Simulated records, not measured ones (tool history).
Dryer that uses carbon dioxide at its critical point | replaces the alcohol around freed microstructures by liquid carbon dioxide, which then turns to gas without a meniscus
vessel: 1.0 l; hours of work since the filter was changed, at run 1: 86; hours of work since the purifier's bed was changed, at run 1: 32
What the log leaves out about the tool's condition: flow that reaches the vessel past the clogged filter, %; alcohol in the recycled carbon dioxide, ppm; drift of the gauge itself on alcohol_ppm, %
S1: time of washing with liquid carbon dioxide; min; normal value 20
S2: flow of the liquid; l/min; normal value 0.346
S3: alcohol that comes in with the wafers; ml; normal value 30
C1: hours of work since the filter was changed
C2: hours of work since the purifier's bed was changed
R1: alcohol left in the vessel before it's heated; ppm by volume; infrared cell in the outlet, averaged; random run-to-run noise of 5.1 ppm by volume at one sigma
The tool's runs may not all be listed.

| run | hour | S1 | S2 | S3 | C1 | C2 | R1 |
|---|---|---|---|---|---|---|---|
| 1 | 0 | 20 | 0.346 | 30 | 86 | 32 | 116 |
| 2 | 38.7 | 20 | 0.458 | 30 | 100 | 45 | 37 |
| 3 | 62.5 | 20 | 0.458 | 30 | 108 | 53 | 25 |
| 4 | 101.7 | 20 | 0.346 | 30 | 121 | 67 | 138 |
| 5 | 130.7 | 20 | 0.346 | 30 | 131 | 77 | 137 |
| 6 | 153.2 | 20 | 0.346 | 30 | 139 | 84 | 140 |
| 7 | 179.6 | 20 | 0.346 | 30 | 148 | 93 | 150 |
| 8 | 211.8 | 20 | 0.34 | 30 | 159 | 104 | 171 |
| 9 | 235.2 | 20 | 0.34 | 56 | 167 | 113 | 315 |
|  | 272.1 | inlet filter changed |
| 10 | 278.9 | 20 | 0.34 | 56 | 2 | 127 | 179 |
| 11 | 320.5 | 14 | 0.34 | 56 | 17 | 142 | 946 |
| 12 | 357.4 | 23 | 0.346 | 30 | 29 | 154 | 46 |
| 13 | 399.7 | 23 | 0.346 | 30 | 44 | 169 | 52 |
| 14 | 440 | 23 | 0.346 | 30 | 58 | 183 | 60 |
| 15 | 481.4 | 13 | 0.346 | 30 | 72 | 197 | 762 |
| 16 | 519.4 | 20 | 0.346 | 30 | 85 | 210 | 126 |
| 17 | 551.5 | 27 | 0.346 | 30 | 96 | 221 | 44 |
| 18 | 582.8 | 27 | 0.346 | 30 | 107 | 232 | 36 |
| 19 | 612.3 | 27 | 0.576 | 30 | 117 | 242 | 16 |
| 20 | 636.3 | 20 | 0.346 | 30 | 125 | 250 | 148 |
| 21 | 680 | 14 | 0.346 | 30 | 140 | 265 | 707 |
| 22 | 697.6 | 14 | 0.346 | 30 | 147 | 271 | 703 |
| 23 | 728.7 | 14 | 0.346 | 30 | 157 | 282 | 741 |
| 24 | 748.7 | 14 | 0.346 | 30 | 164 | 289 | 764 |
| 25 | 787.3 | 14 | 0.346 | 30 | 177 | 302 | 818 |
|  | 794.8 | inlet filter changed |
| 26 | 820.1 | 14 | 0.346 | 30 | 9 | 313 | 476 |
| 27 | 861.7 | 14 | 0.346 | 30 | 23 | 328 | 500 |
| 28 | 896.6 | 18 | 0.346 | 30 | 35 | 340 | 180 |
| 29 | 916.1 | 23 | 0.237 | 67 | 42 | 346 | 717 |
| 30 | 954.9 | 19 | 0.447 | 119 | 55 | 360 | 126 |
| 31 | 973.7 | 13 | 0.554 | 30 | 62 | 366 | 113 |
| 32 | 1011.6 | 27 | 0.312 | 30 | 75 | 379 | 58 |
| 33 | 1045.3 | 27 | 0.312 | 65 | 86 | 391 | 103 |
| 34 | 1080.3 | 27 | 0.312 | 24 | 98 | 403 | 57 |
| 35 | 1098.1 | 23 | 0.407 | 46 | 104 | 409 | 48 |
| 36 | 1125.4 | 23 | 0.407 | 46 | 114 | 418 | 70 |
| 37 | 1155.4 | 28 | 0.381 | 50 | 124 | 429 | 49 |
| 38 | 1182.7 | 25 | 0.4 | 30 | 134 | 438 | 48 |
| 39 | 1202.9 | 25 | 0.346 | 25 | 140 | 445 | 70 |
| 40 | 1240.8 | 14 | 0.572 | 115 | 154 | 458 | 269 |
| 41 | 1272.6 | 15 | 0.516 | 50 | 165 | 469 | 170 |
| 42 | 1293.5 | 15 | 0.516 | 50 | 172 | 476 | 171 |
|  | 1316.9 | inlet filter changed |
| 43 | 1323.5 | 15 | 0.516 | 50 | 2 | 486 | 96 |
| 44 | 1341.7 | 27 | 0.412 | 25 | 9 | 492 | 47 |
| 45 | 1372 | 27 | 0.412 | 25 | 19 | 503 | 41 |
| 46 | 1414.3 | 29 | 0.359 | 29 | 34 | 517 | 49 |
| 47 | 1438 | 29 | 0.352 | 108 | 42 | 526 | 59 |

Hidden condition of the tool, last listed run before each entry between runs versus first listed run after:
After run 9, before run 10: inlet filter changed (hour 272.1)
  flow that reaches the vessel past the clogged filter, %: 87.6 -> 99.3; alcohol in the recycled carbon dioxide, ppm: 13.5 -> 14.4
  measured value less the no-hidden-state value, R1: +167 -> +16 ppm by volume
After run 25, before run 26: inlet filter changed (hour 794.8)
  flow that reaches the vessel past the clogged filter, %: 86.7 -> 99; alcohol in the recycled carbon dioxide, ppm: 25.9 -> 26.6
  measured value less the no-hidden-state value, R1: +359 -> +40 ppm by volume
After run 42, before run 43: inlet filter changed (hour 1316.9)
  flow that reaches the vessel past the clogged filter, %: 87.2 -> 99.5; alcohol in the recycled carbon dioxide, ppm: 37.7 -> 38.4
  measured value less the no-hidden-state value, R1: +113 -> +36 ppm by volume
